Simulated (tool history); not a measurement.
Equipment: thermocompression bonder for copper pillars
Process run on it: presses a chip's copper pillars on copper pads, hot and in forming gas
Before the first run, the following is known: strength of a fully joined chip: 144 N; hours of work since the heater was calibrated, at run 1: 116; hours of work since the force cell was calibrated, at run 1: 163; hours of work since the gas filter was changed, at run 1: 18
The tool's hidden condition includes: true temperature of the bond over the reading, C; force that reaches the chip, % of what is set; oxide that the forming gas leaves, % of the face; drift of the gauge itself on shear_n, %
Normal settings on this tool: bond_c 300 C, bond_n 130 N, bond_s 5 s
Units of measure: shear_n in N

run,day,bond_c,bond_n,bond_s,hours of work since the heater was calibrated,hours of work since the force cell was calibrated,hours of work since the gas filter was changed,shear_n
1,0,300,130,5,116,163,18,102
2,0.479,300,130,5,124,171,26,101.8
3,0.821,300,130,5,130,176,31,103.3
4,1.188,293,130,5,136,182,37,95.2
# day 1.3: force cell calibrated
5,1.483,293,130,5,139,3,41,96
6,1.742,293,130,5,144,7,45,95
7,2.138,300,119,5,150,14,52,97.9
# day 2.258: force cell calibrated, once more
8,2.454,300,119,10,154,3,56,114.1
9,2.771,305,166,6,159,8,61,116.9
10,3.125,296,122,9,165,14,67,108.2
11,3.383,285,88,5,169,18,71,70
12,3.612,305,190,12,173,22,75,132.5

Hidden state or all else? Some run-to-run changes of shear_n, split into what the settings, what came in and random variation would give without the hidden state, and what is left for the hidden state (with any gauge scatter that isn't in both results):
Run 7 -> 8: bond_s 5 -> 10, force cell calibrated, once more. shear_n +16.2 N: hidden state -1, all else +17.2.
Run 11 -> 12: bond_c 285 -> 305, bond_n 88 -> 190, bond_s 5 -> 12. shear_n +62.5 N: hidden state -0.6, all else +63.1.
